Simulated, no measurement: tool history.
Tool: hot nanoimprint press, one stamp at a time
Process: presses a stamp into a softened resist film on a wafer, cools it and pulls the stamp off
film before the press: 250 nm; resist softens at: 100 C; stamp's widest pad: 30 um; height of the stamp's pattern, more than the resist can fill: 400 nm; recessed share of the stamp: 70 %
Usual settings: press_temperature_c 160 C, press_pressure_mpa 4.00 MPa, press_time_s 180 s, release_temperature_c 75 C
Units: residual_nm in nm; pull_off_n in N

run,hour,press_temperature_c,press_pressure_mpa,press_time_s,release_temperature_c,residual_nm,pull_off_n
1,0.0,160,4.00,180,75,151.7,153
2,22.2,160,4.00,180,75,153.7,157
3,38.7,160,4.00,180,75,152.2,158
4,53.9,160,4.00,180,75,153.4,159
5,67.3,162,4.00,180,75,141.8,161
6,88.8,162,4.00,180,75,141.4,163
# hour 106.3: plate thermocouple calibrated
7,113.6,162,4.00,180,75,135.2,164
# hour 139.6: stamp cleaned and given a new release coat
8,140.4,162,4.00,180,75,135.9,150
9,154.7,162,4.00,180,75,136.5,153
10,170.6,162,4.00,180,75,135.7,155
11,192.8,149,4.00,180,75,203.4,157
12,213.4,149,4.00,180,75,203.7,160
13,226.6,149,4.00,180,75,204.7,160
14,242.0,149,4.00,180,75,204.9,164
15,264.7,149,4.00,180,75,204.9,165
# hour 276.3: stamp cleaned and given a new release coat
16,292.2,149,4.00,180,75,205.4,153
17,310.0,149,4.00,180,75,206.3,155
18,328.1,161,2.79,180,75,161.4,157
19,340.2,170,4.00,180,62,103.4,181
20,350.0,170,4.00,180,62,103.8,182
21,369.7,161,3.76,154,75,155.2,162

The next listed run, before its measurement:
22,387.3,166,4.86,261,75,?,?

{"run 22": {"residual_nm": 96.1, "pull_off_n": 163}}
Without the tool's hidden state the same run would have given residual_nm 90.6 nm, pull_off_n 150 N.
